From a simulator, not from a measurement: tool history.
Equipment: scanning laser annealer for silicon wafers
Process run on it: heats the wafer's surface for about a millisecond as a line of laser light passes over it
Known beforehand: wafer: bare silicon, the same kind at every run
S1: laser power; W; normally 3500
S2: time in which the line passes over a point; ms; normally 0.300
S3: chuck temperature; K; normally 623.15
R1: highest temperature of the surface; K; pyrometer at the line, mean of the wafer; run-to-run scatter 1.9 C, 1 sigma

run,hour,S1,S2,S3,R1
1,0.0,3500,0.300,623.15,1323.15
2,17.7,3500,0.300,616.15,1319.15
3,41.5,3500,0.300,616.15,1317.15
4,58.0,3500,0.300,616.15,1316.15
5,78.3,3500,0.300,623.15,1319.15
6,106.2,3500,0.300,623.15,1320.15
7,132.5,3500,0.300,623.15,1322.15
8,151.7,3500,0.345,623.15,1376.15
9,173.2,3500,0.300,623.15,1316.15
10,201.0,3500,0.300,623.15,1318.15
11,225.8,3500,0.371,623.15,1406.15
12,244.8,3500,0.371,623.15,1407.15
13,271.0,3500,0.239,623.15,1228.15
14,290.7,3500,0.300,623.15,1314.15
15,324.4,3500,0.300,588.15,1276.15
# hour 340.7: window over the wafer cleaned
16,349.4,3500,0.300,588.15,1315.15
17,380.4,3500,0.300,588.15,1320.15
18,405.7,3500,0.300,588.15,1318.15
19,424.1,3500,0.300,588.15,1316.15
# hour 430.3: laser's power meter calibrated
20,455.9,3500,0.361,623.15,1434.15
21,491.3,3500,0.242,623.15,1265.15
22,522.0,3714,0.236,647.15,1322.15
23,557.9,3714,0.236,647.15,1323.15
24,580.5,3008,0.300,623.15,1225.15
25,608.0,3617,0.289,654.15,1386.15
26,644.7,3500,0.236,599.15,1228.15
# hour 659.4: laser's power meter calibrated, once more
27,669.2,3500,0.288,586.15,1282.15
28,695.9,3500,0.300,624.15,1336.15
29,719.8,3500,0.300,624.15,1334.15
30,758.2,3500,0.300,624.15,1336.15
31,792.9,3500,0.300,624.15,1335.15
32,814.7,3500,0.218,610.15,1201.15
33,849.3,3500,0.218,610.15,1198.15
34,883.1,3500,0.225,596.15,1196.15
35,901.7,3434,0.225,591.15,1177.15
36,924.2,3726,0.244,601.15,1273.15
37,953.0,3726,0.244,601.15,1274.15
38,982.8,3769,0.294,596.15,1354.15
39,1019.6,3165,0.300,623.15,1242.15
40,1050.7,3165,0.300,623.15,1243.15

What if the next run were any one of these 5? Each begins from the tool's condition after run 40:
A,1085.7,3390,0.234,635.15,?
B,1085.7,3500,0.300,597.15,?
C,1085.7,3165,0.244,623.15,?
D,1085.7,3843,0.342,648.15,?
E,1085.7,3500,0.300,620.15,?

run,R1
A,1218.15
B,1292.15
C,1169.15
D,1487.15
E,1315.15
The same runs, with their run-to-run variation unchanged, on a tool lacking any hidden condition would have given:
run,R1
A,1251.15
B,1331.15
C,1200.15
D,1534.15
E,1354.15
